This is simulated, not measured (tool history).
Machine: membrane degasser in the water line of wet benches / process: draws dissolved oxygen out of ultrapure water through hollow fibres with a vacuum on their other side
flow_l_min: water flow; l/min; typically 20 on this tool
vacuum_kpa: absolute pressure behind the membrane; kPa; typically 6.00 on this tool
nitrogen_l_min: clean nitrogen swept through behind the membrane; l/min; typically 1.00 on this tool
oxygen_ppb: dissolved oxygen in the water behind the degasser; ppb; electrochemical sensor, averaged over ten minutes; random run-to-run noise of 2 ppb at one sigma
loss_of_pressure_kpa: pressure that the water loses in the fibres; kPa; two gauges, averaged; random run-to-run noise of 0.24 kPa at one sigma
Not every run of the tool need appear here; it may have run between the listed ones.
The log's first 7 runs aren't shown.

| run | hour | flow_l_min | vacuum_kpa | nitrogen_l_min | oxygen_ppb | loss_of_pressure_kpa |
|---|---|---|---|---|---|---|
| 8 | 1244.6 | 20 | 7.02 | 1.00 | 260.0 | 65.29 |
| 9 | 1443.3 | 20 | 7.02 | 1.00 | 261.6 | 65.50 |
| 10 | 1624.5 | 20 | 7.02 | 1.65 | 202.3 | 65.47 |
| 11 | 1796.4 | 20 | 7.02 | 1.65 | 204.4 | 65.36 |
|  | 1819.3 | vacuum gauge calibrated |
| 12 | 2068.0 | 20 | 7.02 | 1.65 | 207.6 | 65.85 |
| 13 | 2291.6 | 20 | 7.02 | 1.65 | 208.8 | 66.27 |
| 14 | 2517.3 | 20 | 12.07 | 1.00 | 475.3 | 66.64 |
| 15 | 2648.9 | 20 | 12.07 | 1.00 | 481.3 | 66.00 |
| 16 | 2910.9 | 20 | 6.00 | 1.00 | 234.9 | 66.23 |
| 17 | 3185.9 | 23 | 6.00 | 1.00 | 298.2 | 76.57 |
| 18 | 3304.3 | 23 | 8.12 | 1.00 | 396.1 | 76.08 |
| 19 | 3514.3 | 23 | 8.12 | 1.00 | 402.0 | 76.40 |
|  | 3595.9 | vacuum gauge calibrated, once more |
| 20 | 3713.7 | 23 | 5.67 | 1.00 | 273.9 | 77.30 |
|  | 3831.7 | seals of the vacuum lines changed |
| 21 | 3938.8 | 13 | 11.63 | 1.00 | 271.7 | 43.81 |
| 22 | 4089.0 | 24 | 13.17 | 1.00 | 650.4 | 80.56 |
| 23 | 4349.4 | 23 | 4.18 | 0.99 | 209.5 | 77.21 |
| 24 | 4489.1 | 17 | 11.42 | 1.00 | 376.6 | 57.47 |
| 25 | 4684.0 | 17 | 11.42 | 1.00 | 368.1 | 57.56 |
| 26 | 4848.8 | 20 | 6.00 | 0.59 | 297.1 | 67.68 |
| 27 | 5024.3 | 14 | 4.10 | 0.59 | 83.0 | 47.24 |
| 28 | 5246.7 | 28 | 9.23 | 1.38 | 518.8 | 95.26 |
| 29 | 5412.6 | 28 | 9.23 | 1.38 | 520.2 | 94.72 |
| 30 | 5659.4 | 20 | 4.28 | 0.95 | 165.4 | 68.39 |
| 31 | 5873.7 | 22 | 6.36 | 1.42 | 254.7 | 75.53 |
| 32 | 6157.5 | 22 | 6.36 | 2.56 | 215.9 | 75.39 |

Consider 4 possible next runs. They are alternatives, not a sequence: every one starts from the tool as it was left by run 32. What does each give?
| A | 6367.1 | 20 | 5.41 | 0.55 | ? | ? |
| B | 6367.1 | 20 | 9.60 | 0.42 | ? | ? |
| C | 6367.1 | 16 | 6.00 | 1.00 | ? | ? |
| D | 6367.1 | 30 | 4.21 | 0.56 | ? | ? |

| run | oxygen_ppb | loss_of_pressure_kpa |
|---|---|---|
| A | 281.2 | 68.99 |
| B | 677.3 | 68.97 |
| C | 163.1 | 54.98 |
| D | 419.7 | 103.36 |
Without the tool's unlogged condition, the same runs would have read:
| run | oxygen_ppb | loss_of_pressure_kpa |
|---|---|---|
| A | 235.7 | 62.74 |
| B | 634.3 | 62.76 |
| C | 136.0 | 49.99 |
| D | 326.0 | 93.99 |
